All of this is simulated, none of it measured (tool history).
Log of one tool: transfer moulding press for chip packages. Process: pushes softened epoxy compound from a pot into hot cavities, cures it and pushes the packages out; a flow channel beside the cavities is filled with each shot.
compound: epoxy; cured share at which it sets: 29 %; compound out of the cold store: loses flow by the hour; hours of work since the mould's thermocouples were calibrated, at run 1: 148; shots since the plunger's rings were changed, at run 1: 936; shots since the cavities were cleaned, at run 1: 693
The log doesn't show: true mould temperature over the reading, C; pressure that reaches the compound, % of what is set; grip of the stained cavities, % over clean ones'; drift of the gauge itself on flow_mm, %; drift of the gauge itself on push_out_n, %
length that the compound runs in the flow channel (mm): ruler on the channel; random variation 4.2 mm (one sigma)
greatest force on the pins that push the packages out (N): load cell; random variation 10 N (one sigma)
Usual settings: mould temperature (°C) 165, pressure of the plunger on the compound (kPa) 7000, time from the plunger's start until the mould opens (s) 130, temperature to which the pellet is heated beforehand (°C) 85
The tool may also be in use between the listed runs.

| run | hour | mould temperature (°C) | pressure of the plunger on the compound (kPa) | time from the plunger's start until the mould opens (s) | temperature to which the pellet is heated beforehand (°C) | hours of work since the mould's thermocouples were calibrated | shots since the plunger's rings were changed | shots since the cavities were cleaned | incoming compound's hours out of the cold store | length that the compound runs in the flow channel (mm) | greatest force on the pins that push the packages out (N) |
|---|---|---|---|---|---|---|---|---|---|---|---|
| 1 | 0 | 165 | 7000 | 130 | 85 | 148 | 936 | 693 | 37.3 | 610 | 732 |
|  | 26.7 | cavities cleaned with cleaning compound and waxed |
| 2 | 37.1 | 166 | 7000 | 130 | 85 | 176 | 1364 | 125 | 43.9 | 590 | 553 |
| 3 | 67 | 165 | 7000 | 130 | 85 | 200 | 1723 | 484 | 38.4 | 609 | 688 |
| 4 | 102.2 | 165 | 7000 | 130 | 85 | 228 | 2147 | 908 | 35.7 | 613 | 754 |
|  | 109.8 | cavities cleaned with cleaning compound and waxed |
| 5 | 158.7 | 162 | 7000 | 130 | 85 | 272 | 2808 | 588 | 25.4 | 654 | 722 |
|  | 193.2 | cavities cleaned with cleaning compound and waxed |
| 6 | 205.3 | 162 | 7000 | 130 | 85 | 308 | 3350 | 144 | 43.7 | 589 | 611 |
| 7 | 245.9 | 162 | 7000 | 130 | 85 | 340 | 3839 | 633 | 36.3 | 606 | 767 |
|  | 275.7 | cavities cleaned with cleaning compound and waxed |
| 8 | 305.9 | 162 | 7000 | 130 | 85 | 387 | 4543 | 363 | 23.9 | 648 | 688 |
|  | 359.5 | cavities cleaned with cleaning compound and waxed |
| 9 | 363.3 | 165 | 7000 | 153 | 85 | 431 | 5216 | 46 | 24.3 | 632 | 485 |
| 10 | 402.7 | 165 | 7000 | 153 | 85 | 462 | 5689 | 519 | 46.8 | 551 | 656 |
|  | 438.5 | plunger's sealing rings changed |
|  | 445.8 | cavities cleaned with cleaning compound and waxed |
| 11 | 456.8 | 165 | 7000 | 153 | 85 | 502 | 202 | 132 | 23.5 | 673 | 534 |
| 12 | 505.9 | 165 | 7000 | 153 | 85 | 541 | 793 | 723 | 41 | 604 | 720 |
|  | 528.9 | cavities cleaned with cleaning compound and waxed |
| 13 | 548.3 | 165 | 7000 | 153 | 85 | 574 | 1285 | 234 | 34.6 | 622 | 589 |
|  | 611.6 | cavities cleaned with cleaning compound and waxed |
| 14 | 611.6 | 165 | 7000 | 153 | 85 | 623 | 2029 | 1 | 19.6 | 675 | 454 |
| 15 | 645.5 | 165 | 7890 | 163 | 82 | 650 | 2437 | 409 | 37.9 | 642 | 620 |
|  | 694.1 | cavities cleaned with cleaning compound and waxed |
| 16 | 696.2 | 164 | 6350 | 157 | 77 | 689 | 3027 | 25 | 15.7 | 647 | 468 |
|  | 741.9 | mould's thermocouples calibrated |
| 17 | 758.9 | 164 | 6350 | 157 | 77 | 13 | 3758 | 756 | 22.5 | 628 | 718 |
|  | 778.8 | cavities cleaned with cleaning compound and waxed |
| 18 | 813.7 | 165 | 6590 | 149 | 86 | 56 | 4399 | 420 | 37.5 | 572 | 644 |
|  | 865.8 | cavities cleaned with cleaning compound and waxed |
| 19 | 879.2 | 165 | 6590 | 149 | 86 | 107 | 5169 | 161 | 15.3 | 651 | 554 |

Forecast run 20:
| 20 | 908.3 | 168 | 6590 | 149 | 95 | 130 | 5520 | 512 | 8.9 | ? | ? |

Run 20 gave length that the compound runs in the flow channel (mm) 664, greatest force on the pins that push the packages out (N) 653.
Without the tool's hidden state the same run would have given length that the compound runs in the flow channel (mm) 712, greatest force on the pins that push the packages out (N) 441.

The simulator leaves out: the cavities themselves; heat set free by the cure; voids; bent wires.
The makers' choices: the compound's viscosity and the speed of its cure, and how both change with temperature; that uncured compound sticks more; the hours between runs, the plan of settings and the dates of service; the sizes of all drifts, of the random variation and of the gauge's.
